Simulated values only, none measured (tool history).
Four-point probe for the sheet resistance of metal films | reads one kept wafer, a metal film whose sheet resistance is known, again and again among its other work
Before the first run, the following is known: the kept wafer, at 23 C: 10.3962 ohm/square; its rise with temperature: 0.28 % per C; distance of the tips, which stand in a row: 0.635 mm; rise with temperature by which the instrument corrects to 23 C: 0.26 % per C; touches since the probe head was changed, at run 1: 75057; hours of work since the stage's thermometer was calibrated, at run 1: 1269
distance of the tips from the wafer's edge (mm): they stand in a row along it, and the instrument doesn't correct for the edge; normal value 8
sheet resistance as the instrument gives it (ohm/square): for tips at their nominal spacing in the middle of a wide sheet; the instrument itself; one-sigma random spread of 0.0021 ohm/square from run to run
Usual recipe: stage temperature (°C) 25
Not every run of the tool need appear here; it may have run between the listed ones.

run,hour,stage temperature (°C),distance of the tips from the wafer's edge (mm),touches since the probe head was changed,hours of work since the stage's thermometer was calibrated,sheet resistance as the instrument gives it (ohm/square)
1,0.0,25,8,75057,1269,10.414360
2,61.0,25,8,77076,1295,10.410784
3,95.7,25,8,78224,1310,10.413960
4,169.1,25,52,80656,1341,10.379876
5,242.2,25,52,83074,1372,10.376686
6,321.5,25,39,85703,1406,10.378440
7,400.3,25,48,88309,1440,10.373596
8,458.4,25,19,90236,1465,10.381635
9,512.4,21,5,92022,1488,10.452321
10,581.6,20,42,94313,1517,10.364679
11,635.7,19,7,96103,1541,10.401449
12,687.7,21,40,97826,1563,10.364816
13,745.8,33,22,99748,1588,10.394817
14,824.6,33,22,102360,1621,10.393465

Here are 5 independent what-if runs from the current tool condition. What would each one return?
A,876.2,29,30,104069,1643,?
B,876.2,23,65,104069,1643,?
C,876.2,27,4,104069,1643,?
D,876.2,19,22,104069,1643,?
E,876.2,23,22,104069,1643,?

run,sheet resistance as the instrument gives it (ohm/square)
A,10.387710
B,10.369289
C,10.512079
D,10.364106
E,10.368584
Had the tool no hidden state, the same runs would have come out as:
run,sheet resistance as the instrument gives it (ohm/square)
A,10.418071
B,10.399861
C,10.542877
D,10.394843
E,10.399153
